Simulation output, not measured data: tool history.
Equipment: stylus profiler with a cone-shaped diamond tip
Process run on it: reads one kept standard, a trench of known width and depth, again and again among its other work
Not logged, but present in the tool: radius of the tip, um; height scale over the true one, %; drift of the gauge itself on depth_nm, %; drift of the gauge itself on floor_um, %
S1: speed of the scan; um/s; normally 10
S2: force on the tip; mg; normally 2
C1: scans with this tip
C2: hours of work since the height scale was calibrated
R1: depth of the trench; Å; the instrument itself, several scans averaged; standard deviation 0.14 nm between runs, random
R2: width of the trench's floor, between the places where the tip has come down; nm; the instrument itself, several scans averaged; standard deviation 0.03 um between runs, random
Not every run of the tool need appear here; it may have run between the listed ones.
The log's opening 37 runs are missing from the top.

run	hour	S1	S2	C1	C2	R1	R2
38	3854.5	15	2	11186	211	5059.3	14520
39	3944.7	4	1.39	11514	247	5041.9	14620
40	4075.9	14	5.12	11991	300	5118.1	14510
41	4159	10	4.51	12293	333	5108.6	14480
42	4278.8	10	4.51	12729	381	5106.1	14430
43	4411.4	10	2.41	13212	435	5063.1	14350
44	4556.5	10	5.74	13740	493	5123.7	14330
45	4615.1	10	5.74	13953	517	5125	14360
46	4758.1	10	5.74	14473	574	5121.9	14280
47	4828.2	2	2.77	14728	602	5068.5	14310

Here are 3 independent what-if runs from the current tool condition. What would each one return?
A	4901.3	22	2.84	14994	632	?	?
B	4901.3	9	1.03	14994	632	?	?
C	4901.3	4	1.79	14994	632	?	?

run	R1	R2
A	5071.3	14120
B	5027	14220
C	5045.8	14240
Without the tool's hidden state the same runs would have given:
run	R1	R2
A	5088.8	15470
B	5044.4	15560
C	5063.2	15580
